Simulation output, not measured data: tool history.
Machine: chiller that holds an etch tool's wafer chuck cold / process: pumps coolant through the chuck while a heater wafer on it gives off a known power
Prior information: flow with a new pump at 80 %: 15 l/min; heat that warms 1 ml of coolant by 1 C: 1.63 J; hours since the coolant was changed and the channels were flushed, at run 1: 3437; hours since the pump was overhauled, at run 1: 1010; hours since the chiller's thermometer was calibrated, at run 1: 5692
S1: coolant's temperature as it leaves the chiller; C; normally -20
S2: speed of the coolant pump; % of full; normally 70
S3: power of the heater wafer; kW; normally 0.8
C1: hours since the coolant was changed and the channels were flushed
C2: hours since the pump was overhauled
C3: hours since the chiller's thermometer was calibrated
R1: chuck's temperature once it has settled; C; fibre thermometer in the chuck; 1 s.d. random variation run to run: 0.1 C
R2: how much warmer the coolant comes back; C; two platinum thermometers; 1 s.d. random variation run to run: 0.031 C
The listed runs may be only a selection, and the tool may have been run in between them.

{"run": 1, "day": 0.0, "S1": -20, "S2": 70, "S3": 0.8, "C1": 3437, "C2": 1010, "C3": 5692, "R1": -13.7, "R2": 2.31}
{"run": 2, "day": 1.433, "S1": -20, "S2": 65, "S3": 0.8, "C1": 3471, "C2": 1045, "C3": 5726, "R1": -13.3, "R2": 2.51}
{"run": 3, "day": 4.058, "S1": -20, "S2": 65, "S3": 0.8, "C1": 3534, "C2": 1108, "C3": 5789, "R1": -13.4, "R2": 2.49}
{"run": 4, "day": 7.292, "S1": -20, "S2": 65, "S3": 0.8, "C1": 3612, "C2": 1185, "C3": 5867, "R1": -13.4, "R2": 2.46}
{"run": 5, "day": 10.458, "S1": -20, "S2": 65, "S3": 0.8, "C1": 3688, "C2": 1261, "C3": 5943, "R1": -13.3, "R2": 2.49}
{"run": 6, "day": 12.288, "S1": -20, "S2": 65, "S3": 0.8, "C1": 3732, "C2": 1305, "C3": 5987, "R1": -13.3, "R2": 2.47}
{"day": 12.638, "done": "chiller's thermometer calibrated"}
{"run": 7, "day": 15.325, "S1": -20, "S2": 65, "S3": 0.8, "C1": 3804, "C2": 1377, "C3": 64, "R1": -13, "R2": 2.44}
{"run": 8, "day": 18.312, "S1": -20, "S2": 65, "S3": 0.8, "C1": 3876, "C2": 1449, "C3": 136, "R1": -13, "R2": 2.49}
{"run": 9, "day": 19.908, "S1": -20, "S2": 70, "S3": 0.8, "C1": 3914, "C2": 1487, "C3": 174, "R1": -13.3, "R2": 2.27}
{"run": 10, "day": 22.362, "S1": -20, "S2": 72, "S3": 0.8, "C1": 3973, "C2": 1546, "C3": 233, "R1": -13.5, "R2": 2.26}
{"run": 11, "day": 23.738, "S1": -29, "S2": 98, "S3": 0.8, "C1": 4006, "C2": 1579, "C3": 266, "R1": -23.6, "R2": 1.52}
{"run": 12, "day": 26.075, "S1": -20, "S2": 70, "S3": 0.477, "C1": 4062, "C2": 1635, "C3": 322, "R1": -16.2, "R2": 1.35}
{"run": 13, "day": 28.808, "S1": -20, "S2": 70, "S3": 0.477, "C1": 4127, "C2": 1701, "C3": 388, "R1": -16.1, "R2": 1.41}
{"day": 29.242, "done": "coolant pump overhauled"}
{"run": 14, "day": 30.738, "S1": -20, "S2": 70, "S3": 0.477, "C1": 4169, "C2": 36, "C3": 429, "R1": -16, "R2": 1.36}
{"run": 15, "day": 32.779, "S1": -20, "S2": 86, "S3": 0.8, "C1": 4218, "C2": 85, "C3": 478, "R1": -13.9, "R2": 1.78}
{"run": 16, "day": 34.158, "S1": -20, "S2": 86, "S3": 0.8, "C1": 4251, "C2": 118, "C3": 511, "R1": -14, "R2": 1.82}
{"run": 17, "day": 35.604, "S1": -28, "S2": 93, "S3": 0.961, "C1": 4286, "C2": 153, "C3": 546, "R1": -21.1, "R2": 2.01}
{"run": 18, "day": 38.525, "S1": -11, "S2": 86, "S3": 0.711, "C1": 4356, "C2": 223, "C3": 616, "R1": -5.7, "R2": 1.7}
{"run": 19, "day": 40.35, "S1": -11, "S2": 86, "S3": 0.711, "C1": 4400, "C2": 267, "C3": 660, "R1": -5.7, "R2": 1.68}
{"run": 20, "day": 41.846, "S1": -22, "S2": 67, "S3": 0.642, "C1": 4435, "C2": 303, "C3": 696, "R1": -16.5, "R2": 1.94}

Take each entry between the runs: how does the hidden state at the last listed run before it differ from the hidden state at the first listed run after it?
From run 6 to run 7: chiller's thermometer calibrated (day 12.638)
  heat passed by the chuck's channels, % of clean ones': 88.4 -> 88.2; flow at a given pump speed, % of a new pump's: 99.1 -> 99; coolant's true temperature over the reading, C: -0.35 -> -0.05
  the result without the hidden state subtracted from the measured one, R1: +0.3 -> +0.7 C; R2: +0.02 -> +0.02 C
From run 13 to run 14: coolant pump overhauled (day 29.242)
  heat passed by the chuck's channels, % of clean ones': 87.2 -> 87.1; flow at a given pump speed, % of a new pump's: 98.6 -> 98
  the result without the hidden state subtracted from the measured one, R1: +0.3 -> +0.4 C; R2: +0.02 -> +0.02 C
